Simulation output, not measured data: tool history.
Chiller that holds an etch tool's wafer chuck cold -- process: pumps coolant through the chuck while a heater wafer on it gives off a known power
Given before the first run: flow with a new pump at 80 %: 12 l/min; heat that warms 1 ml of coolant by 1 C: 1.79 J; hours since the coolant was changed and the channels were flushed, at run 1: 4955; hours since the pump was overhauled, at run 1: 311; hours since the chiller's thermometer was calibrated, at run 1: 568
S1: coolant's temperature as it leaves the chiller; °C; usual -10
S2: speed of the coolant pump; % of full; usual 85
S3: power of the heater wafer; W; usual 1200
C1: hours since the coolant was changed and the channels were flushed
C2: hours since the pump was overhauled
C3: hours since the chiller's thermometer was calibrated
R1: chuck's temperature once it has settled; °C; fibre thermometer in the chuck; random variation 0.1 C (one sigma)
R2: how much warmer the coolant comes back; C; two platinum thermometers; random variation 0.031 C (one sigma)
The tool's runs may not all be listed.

run,hour,S1,S2,S3,C1,C2,C3,R1,R2
1,0.0,-10,85,1200,4955,311,568,1.2,3.15
2,31.5,-10,85,1200,4987,342,599,1.0,3.10
3,55.7,-10,85,1200,5011,366,624,1.3,3.17
4,69.2,-10,85,1200,5024,380,637,1.1,3.15
5,83.5,-10,85,1200,5039,394,652,1.1,3.15
6,101.6,-10,85,1200,5057,412,670,1.2,3.18
7,115.3,-10,85,1200,5070,426,683,1.2,3.19
8,132.9,-10,85,1200,5088,444,701,1.3,3.17
9,159.5,-10,85,1200,5115,470,727,1.2,3.19
10,183.8,-10,85,1200,5139,494,752,1.2,3.21
11,215.3,-10,85,1200,5170,526,783,1.3,3.13
12,237.0,-10,85,1157,5192,548,805,0.7,3.07
13,256.4,-10,85,1200,5212,567,824,1.2,3.13
14,284.0,-10,85,1200,5239,595,852,1.3,3.19
15,301.4,-6,85,1200,5257,612,869,5.1,3.15
16,314.6,-4,74,1635,5270,625,883,13.3,5.11
17,327.7,-14,85,766,5283,638,896,-6.7,2.00
18,344.9,-14,87,766,5300,656,913,-6.8,2.00
19,370.4,-17,76,1777,5326,681,938,1.5,5.34
20,395.1,-17,84,1016,5350,706,963,-7.4,2.72
21,421.1,-3,67,969,5376,732,989,8.3,3.26
22,445.4,-19,79,1200,5401,756,1013,-7.0,3.47
23,473.2,-10,85,1539,5428,784,1041,4.4,4.12
24,488.3,-10,65,1200,5443,799,1056,4.4,4.29
25,511.0,-12,86,1200,5466,822,1079,-0.8,3.13
26,534.1,-12,86,1318,5489,845,1102,0.4,3.47
27,560.4,-12,86,1318,5516,871,1128,0.2,3.44
28,591.6,-7,73,658,5547,902,1160,0.2,2.08
29,612.7,-1,63,1214,5568,923,1181,14.1,4.46

Consider 5 possible next runs. They are alternatives, not a sequence: every one starts from the tool as it was left by run 29. What does each give?
A,638.8,-14,85,1574,5594,949,1207,?,?
B,638.8,-1,63,943,5594,949,1207,?,?
C,638.8,-3,63,1214,5594,949,1207,?,?
D,638.8,-14,62,1197,5594,949,1207,?,?
E,638.8,-9,71,1200,5594,949,1207,?,?

run,R1,R2
A,1.0,4.20
B,10.6,3.49
C,12.0,4.46
D,1.0,4.52
E,4.3,3.88
Take away the tool's hidden state, keep each run's random variation, and the runs would have read:
run,R1,R2
A,-0.6,4.15
B,9.4,3.45
C,10.5,4.41
D,-0.5,4.47
E,2.9,3.84

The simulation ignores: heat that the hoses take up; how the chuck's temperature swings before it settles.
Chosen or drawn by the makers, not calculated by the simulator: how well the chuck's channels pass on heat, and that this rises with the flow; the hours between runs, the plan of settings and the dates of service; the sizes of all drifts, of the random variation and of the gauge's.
